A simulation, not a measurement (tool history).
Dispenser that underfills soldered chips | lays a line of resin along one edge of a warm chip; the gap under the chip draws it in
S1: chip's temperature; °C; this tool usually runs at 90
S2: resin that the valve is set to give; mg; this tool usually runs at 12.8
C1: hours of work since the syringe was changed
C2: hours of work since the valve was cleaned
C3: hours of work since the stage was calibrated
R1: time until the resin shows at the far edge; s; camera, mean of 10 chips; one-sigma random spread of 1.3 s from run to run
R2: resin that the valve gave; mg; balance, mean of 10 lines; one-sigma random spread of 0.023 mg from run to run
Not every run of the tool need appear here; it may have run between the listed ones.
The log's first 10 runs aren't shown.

{"day": 2.888, "done": "new syringe of resin"}
{"day": 3.004, "done": "dispensing valve cleaned and set on the balance"}
{"run": 11, "day": 3.004, "S1": 90, "S2": 12.8, "C1": 1, "C2": 0, "C3": 316, "R1": 135.2, "R2": 12.77}
{"run": 12, "day": 3.229, "S1": 90, "S2": 12.8, "C1": 5, "C2": 4, "C3": 320, "R1": 170.8, "R2": 12.77}
{"day": 3.471, "done": "new syringe of resin"}
{"run": 13, "day": 3.488, "S1": 90, "S2": 12.8, "C1": 0, "C2": 8, "C3": 324, "R1": 125.2, "R2": 12.71}
{"run": 14, "day": 3.875, "S1": 90, "S2": 15.0, "C1": 7, "C2": 15, "C3": 330, "R1": 191.5, "R2": 14.92}
{"day": 4.008, "done": "new syringe of resin"}
{"run": 15, "day": 4.246, "S1": 90, "S2": 15.0, "C1": 4, "C2": 21, "C3": 336, "R1": 162.0, "R2": 14.84}
{"run": 16, "day": 4.446, "S1": 90, "S2": 15.0, "C1": 7, "C2": 24, "C3": 340, "R1": 202.2, "R2": 14.88}
{"day": 4.542, "done": "new syringe of resin"}
{"run": 17, "day": 4.621, "S1": 90, "S2": 12.8, "C1": 1, "C2": 27, "C3": 343, "R1": 133.9, "R2": 12.64}
{"run": 18, "day": 4.833, "S1": 102, "S2": 15.6, "C1": 5, "C2": 30, "C3": 346, "R1": 102.4, "R2": 15.43}
{"day": 5.075, "done": "new syringe of resin"}
{"run": 19, "day": 5.079, "S1": 102, "S2": 13.2, "C1": 0, "C2": 34, "C3": 350, "R1": 76.0, "R2": 12.99}
{"run": 20, "day": 5.246, "S1": 104, "S2": 12.8, "C1": 3, "C2": 37, "C3": 353, "R1": 83.9, "R2": 12.64}
{"run": 21, "day": 5.425, "S1": 82, "S2": 11.0, "C1": 6, "C2": 40, "C3": 356, "R1": 266.8, "R2": 10.85}
{"day": 5.633, "done": "new syringe of resin"}
{"run": 22, "day": 5.679, "S1": 82, "S2": 11.0, "C1": 1, "C2": 44, "C3": 360, "R1": 190.4, "R2": 10.85}
{"run": 23, "day": 5.962, "S1": 87, "S2": 13.1, "C1": 6, "C2": 49, "C3": 365, "R1": 201.9, "R2": 12.85}
{"day": 6.183, "done": "new syringe of resin"}
{"run": 24, "day": 6.321, "S1": 98, "S2": 12.8, "C1": 2, "C2": 55, "C3": 371, "R1": 105.5, "R2": 12.52}
{"run": 25, "day": 6.596, "S1": 98, "S2": 12.8, "C1": 7, "C2": 60, "C3": 376, "R1": 141.6, "R2": 12.51}
{"day": 6.733, "done": "new syringe of resin"}
{"run": 26, "day": 6.871, "S1": 98, "S2": 12.8, "C1": 2, "C2": 64, "C3": 380, "R1": 104.2, "R2": 12.48}
{"run": 27, "day": 7.15, "S1": 98, "S2": 12.8, "C1": 7, "C2": 69, "C3": 385, "R1": 142.6, "R2": 12.49}
{"day": 7.262, "done": "new syringe of resin"}
{"run": 28, "day": 7.417, "S1": 89, "S2": 12.8, "C1": 3, "C2": 73, "C3": 389, "R1": 152.5, "R2": 12.44}
{"run": 29, "day": 7.65, "S1": 88, "S2": 12.8, "C1": 7, "C2": 77, "C3": 393, "R1": 210.9, "R2": 12.41}
{"day": 7.8, "done": "new syringe of resin"}
{"run": 30, "day": 7.842, "S1": 88, "S2": 12.8, "C1": 1, "C2": 80, "C3": 396, "R1": 141.9, "R2": 12.38}
{"day": 8.046, "done": "dispensing valve cleaned and set on the balance"}
{"run": 31, "day": 8.238, "S1": 88, "S2": 12.8, "C1": 7, "C2": 3, "C3": 402, "R1": 210.3, "R2": 12.79}
{"day": 8.392, "done": "new syringe of resin"}
{"run": 32, "day": 8.492, "S1": 88, "S2": 12.8, "C1": 2, "C2": 7, "C3": 406, "R1": 151.9, "R2": 12.73}
{"run": 33, "day": 8.871, "S1": 104, "S2": 16.0, "C1": 8, "C2": 14, "C3": 413, "R1": 117.7, "R2": 15.92}
{"day": 8.917, "done": "new syringe of resin"}
{"run": 34, "day": 9.192, "S1": 100, "S2": 14.9, "C1": 5, "C2": 19, "C3": 418, "R1": 111.3, "R2": 14.77}

Here are 4 independent what-if runs from the current tool condition. What would each one return?
{"run": "A", "day": 9.354, "S1": 95, "S2": 16.5, "C1": 7, "C2": 22, "C3": 421, "R1": "?", "R2": "?"}
{"run": "B", "day": 9.354, "S1": 90, "S2": 14.8, "C1": 7, "C2": 22, "C3": 421, "R1": "?", "R2": "?"}
{"run": "C", "day": 9.354, "S1": 96, "S2": 14.8, "C1": 7, "C2": 22, "C3": 421, "R1": "?", "R2": "?"}
{"run": "D", "day": 9.354, "S1": 84, "S2": 13.5, "C1": 7, "C2": 22, "C3": 421, "R1": "?", "R2": "?"}

run=A R1=161.1 R2=16.34
run=B R1=198.3 R2=14.66
run=C R1=157.5 R2=14.66
run=D R1=267.1 R2=13.39
Stripped of hidden state, with their random variation kept, the same runs would have yielded:
run=A R1=101.6 R2=16.50
run=B R1=125.0 R2=14.81
run=C R1=99.2 R2=14.80
run=D R1=168.7 R2=13.52

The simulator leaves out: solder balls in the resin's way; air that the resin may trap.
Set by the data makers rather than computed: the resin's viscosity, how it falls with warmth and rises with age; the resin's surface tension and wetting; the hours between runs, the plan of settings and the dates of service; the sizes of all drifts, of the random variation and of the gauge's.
